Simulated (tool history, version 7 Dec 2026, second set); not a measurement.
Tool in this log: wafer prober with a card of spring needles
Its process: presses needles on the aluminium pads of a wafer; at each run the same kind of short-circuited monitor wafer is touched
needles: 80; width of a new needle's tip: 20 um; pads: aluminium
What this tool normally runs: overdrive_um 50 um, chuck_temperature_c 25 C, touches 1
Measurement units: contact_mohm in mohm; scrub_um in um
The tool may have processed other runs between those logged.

Run 1, day 0.000: usual settings. Result: contact_mohm 283 mohm, scrub_um 7.89 um.
At day 0.725: tips cleaned on abrasive film.
Run 2, day 0.842: usual settings. Result: contact_mohm 337 mohm, scrub_um 7.90 um.
At day 1.421: tips cleaned on abrasive film.
At day 2.146: tips cleaned on abrasive film.
Run 3, day 2.362: usual settings. Result: contact_mohm 366 mohm, scrub_um 7.84 um.
At day 2.867: tips cleaned on abrasive film.
At day 3.546: tips cleaned on abrasive film.
Run 4, day 3.733: usual settings. Result: contact_mohm 365 mohm, scrub_um 7.85 um.
At day 4.262: tips cleaned on abrasive film.
Run 5, day 4.871: usual settings. Result: contact_mohm 500 mohm, scrub_um 7.88 um.
At day 4.975: tips cleaned on abrasive film.
At day 5.696: tips cleaned on abrasive film.
Run 6, day 6.096: usual settings but overdrive_um 66 um. Result: contact_mohm 363 mohm, scrub_um 10.74 um.
At day 6.392: tips cleaned on abrasive film.
At day 7.133: tips cleaned on abrasive film.
Run 7, day 7.429: usual settings but overdrive_um 66 um. Result: contact_mohm 345 mohm, scrub_um 10.38 um.
At day 7.875: tips cleaned on abrasive film.
At day 8.675: tips cleaned on abrasive film.
Run 8, day 9.046: usual settings but overdrive_um 66 um. Result: contact_mohm 371 mohm, scrub_um 10.32 um.
At day 9.362: tips cleaned on abrasive film.
Run 9, day 9.838: usual settings but overdrive_um 41 um. Result: contact_mohm 597 mohm, scrub_um 6.23 um.
At day 10.088: tips cleaned on abrasive film.
Run 10, day 10.558: usual settings but overdrive_um 41 um. Result: contact_mohm 573 mohm, scrub_um 6.42 um.
At day 10.867: tips cleaned on abrasive film.
At day 11.596: tips cleaned on abrasive film.
Run 11, day 11.825: usual settings but overdrive_um 43 um. Result: contact_mohm 442 mohm, scrub_um 6.74 um.
At day 12.275: tips cleaned on abrasive film.
Run 12, day 12.825: usual settings. Result: contact_mohm 505 mohm, scrub_um 7.66 um.
At day 13.029: tips cleaned on abrasive film.
At day 13.704: tips cleaned on abrasive film.
Run 13, day 14.192: usual settings. Result: contact_mohm 485 mohm, scrub_um 7.70 um.
At day 14.421: tips cleaned on abrasive film.
At day 15.129: tips cleaned on abrasive film.
Run 14, day 15.621: usual settings. Result: contact_mohm 485 mohm, scrub_um 7.72 um.
At day 15.867: tips cleaned on abrasive film.
Run 15, day 16.383: usual settings. Result: contact_mohm 504 mohm, scrub_um 7.71 um.
At day 16.567: tips cleaned on abrasive film.
At day 17.321: tips cleaned on abrasive film.
Run 16, day 17.633: usual settings. Result: contact_mohm 432 mohm, scrub_um 7.49 um.
At day 18.012: tips cleaned on abrasive film.
Run 17, day 18.433: usual settings but chuck_temperature_c 41 C. Result: contact_mohm 443 mohm, scrub_um 7.57 um.
At day 18.783: tips cleaned on abrasive film.
At day 19.458: tips cleaned on abrasive film.
Run 18, day 19.604: usual settings but overdrive_um 41 um, chuck_temperature_c 104 C. Result: contact_mohm 421 mohm, scrub_um 6.11 um.
At day 20.183: tips cleaned on abrasive film.
Run 19, day 20.733: usual settings but overdrive_um 41 um, chuck_temperature_c 104 C, touches 2. Result: contact_mohm 483 mohm, scrub_um 6.19 um.
At day 20.925: tips cleaned on abrasive film.
At day 21.742: tips cleaned on abrasive film.
Run 20, day 21.946: usual settings but overdrive_um 41 um, chuck_temperature_c 104 C, touches 2. Result: contact_mohm 389 mohm, scrub_um 6.17 um.
At day 22.100: height of the first contact set anew.
At day 22.425: tips cleaned on abrasive film.
At day 23.175: tips cleaned on abrasive film.
Run 21, day 23.396: usual settings but overdrive_um 37 um. Result: contact_mohm 535 mohm, scrub_um 5.48 um.
At day 23.896: tips cleaned on abrasive film.
At day 24.608: tips cleaned on abrasive film.
Run 22, day 24.717: usual settings but overdrive_um 37 um. Result: contact_mohm 425 mohm, scrub_um 5.25 um.
At day 25.362: tips cleaned on abrasive film.
Run 23, day 25.504: usual settings but overdrive_um 37 um. Result: contact_mohm 469 mohm, scrub_um 5.22 um.

Run 24 has not been measured yet. What should we expect?
At day 26.083: tips cleaned on abrasive film.
Run 24, day 26.529: usual settings but overdrive_um 60 um, chuck_temperature_c 51 C, touches 2. Result: contact_mohm ?, scrub_um ?.

contact_mohm: 366 mohm
scrub_um: 8.85 um
Minus the tool's unlogged condition, the same run would have read contact_mohm 264 mohm, scrub_um 9.48 um.
